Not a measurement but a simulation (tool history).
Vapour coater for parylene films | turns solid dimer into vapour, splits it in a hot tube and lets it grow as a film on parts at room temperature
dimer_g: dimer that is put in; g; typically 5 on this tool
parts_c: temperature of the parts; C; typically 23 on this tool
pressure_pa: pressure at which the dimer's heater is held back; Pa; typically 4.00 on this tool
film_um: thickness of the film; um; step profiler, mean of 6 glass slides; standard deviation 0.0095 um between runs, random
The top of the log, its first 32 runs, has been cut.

run    hour  dimer_g  parts_c  pressure_pa  film_um
 33  1135.9        4       31         2.52    0.785
 34  1170.5        4       26         5.45    0.791
 35  1204.0        9       17         4.00    2.341
 36  1244.2        7       25         4.00    1.476
 37  1270.4        7       25         4.00    1.477
 38  1314.5        7       25         4.00    1.475
 39  1334.3        4       20         5.07    0.931
 40  1376.5        7       23         8.85    1.341
 41  1405.6        7       23         8.85    1.351
 42  1433.9        7       33         2.17    1.336

5 options for the next run, each taken on its own from the tool as it stands now. Forecast them:
  A  1461.9        7       16         6.63        ?
  B  1461.9        7       33         3.61        ?
  C  1461.9        6       21         3.37        ?
  D  1461.9        8       34         4.00        ?
  E  1461.9        5       23         3.56        ?

run  film_um
  A    1.700
  B    1.227
  C    1.436
  D    1.338
  E    1.135
Without the tool's hidden state the same runs would have given:
run  film_um
  A    1.704
  B    1.230
  C    1.439
  D    1.341
  E    1.138
